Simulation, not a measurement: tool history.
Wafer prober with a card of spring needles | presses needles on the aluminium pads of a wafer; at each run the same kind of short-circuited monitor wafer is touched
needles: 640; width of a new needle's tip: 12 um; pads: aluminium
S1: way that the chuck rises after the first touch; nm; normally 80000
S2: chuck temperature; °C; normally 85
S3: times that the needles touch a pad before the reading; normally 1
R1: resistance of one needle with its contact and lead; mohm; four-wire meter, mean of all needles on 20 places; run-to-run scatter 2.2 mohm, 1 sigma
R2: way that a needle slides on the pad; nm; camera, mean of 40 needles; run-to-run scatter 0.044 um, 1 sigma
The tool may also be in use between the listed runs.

| run | hour | S1 | S2 | S3 | R1 | R2 |
|---|---|---|---|---|---|---|
| 1 | 0.0 | 80000 | 85 | 1 | 249 | 11900 |
|  | 4.6 | tips cleaned on abrasive film |
|  | 11.9 | tips cleaned on abrasive film |
|  | 19.2 | tips cleaned on abrasive film |
| 2 | 25.1 | 80000 | 85 | 1 | 248 | 11790 |
|  | 26.7 | tips cleaned on abrasive film |
|  | 33.3 | tips cleaned on abrasive film |
|  | 40.3 | tips cleaned on abrasive film |
| 3 | 40.3 | 80000 | 85 | 2 | 250 | 11790 |
|  | 47.3 | tips cleaned on abrasive film |
|  | 54.3 | tips cleaned on abrasive film |
|  | 60.9 | tips cleaned on abrasive film |
| 4 | 61.6 | 80000 | 85 | 2 | 248 | 11660 |
|  | 67.4 | tips cleaned on abrasive film |
|  | 74.0 | tips cleaned on abrasive film |
|  | 81.1 | tips cleaned on abrasive film |
| 5 | 81.9 | 80000 | 85 | 2 | 249 | 11720 |
|  | 87.7 | tips cleaned on abrasive film |
| 6 | 92.3 | 80000 | 69 | 1 | 245 | 11790 |
|  | 93.9 | tips cleaned on abrasive film |
|  | 101.2 | tips cleaned on abrasive film |
|  | 105.6 | height of the first contact set anew |
|  | 108.8 | tips cleaned on abrasive film |
| 7 | 109.9 | 80000 | 85 | 1 | 251 | 11790 |
|  | 115.8 | tips cleaned on abrasive film |
|  | 123.1 | tips cleaned on abrasive film |
| 8 | 128.1 | 100000 | 85 | 1 | 248 | 14680 |
|  | 129.7 | tips cleaned on abrasive film |
|  | 136.0 | tips cleaned on abrasive film |
|  | 143.5 | tips cleaned on abrasive film |
| 9 | 144.0 | 76000 | 55 | 2 | 244 | 11190 |
|  | 151.0 | tips cleaned on abrasive film |
|  | 158.6 | tips cleaned on abrasive film |
|  | 166.0 | tips cleaned on abrasive film |
| 10 | 166.5 | 76000 | 55 | 2 | 242 | 11120 |
|  | 172.6 | tips cleaned on abrasive film |
|  | 178.8 | tips cleaned on abrasive film |
|  | 186.3 | tips cleaned on abrasive film |
| 11 | 187.9 | 76000 | 55 | 2 | 243 | 11120 |
|  | 193.4 | tips cleaned on abrasive film |
|  | 200.9 | tips cleaned on abrasive film |
|  | 207.1 | tips cleaned on abrasive film |
| 12 | 207.1 | 76000 | 55 | 2 | 239 | 11160 |

Expected results for the next run?
|  | 214.1 | tips cleaned on abrasive film |
|  | 220.9 | tips cleaned on abrasive film |
| 13 | 224.8 | 84000 | 55 | 2 | ? | ? |

Run 13 yielded R1 242 mohm, R2 12260 nm.
On a tool with no hidden condition, and with the same random variation, this run would have come out at R1 241 mohm, R2 12410 nm.
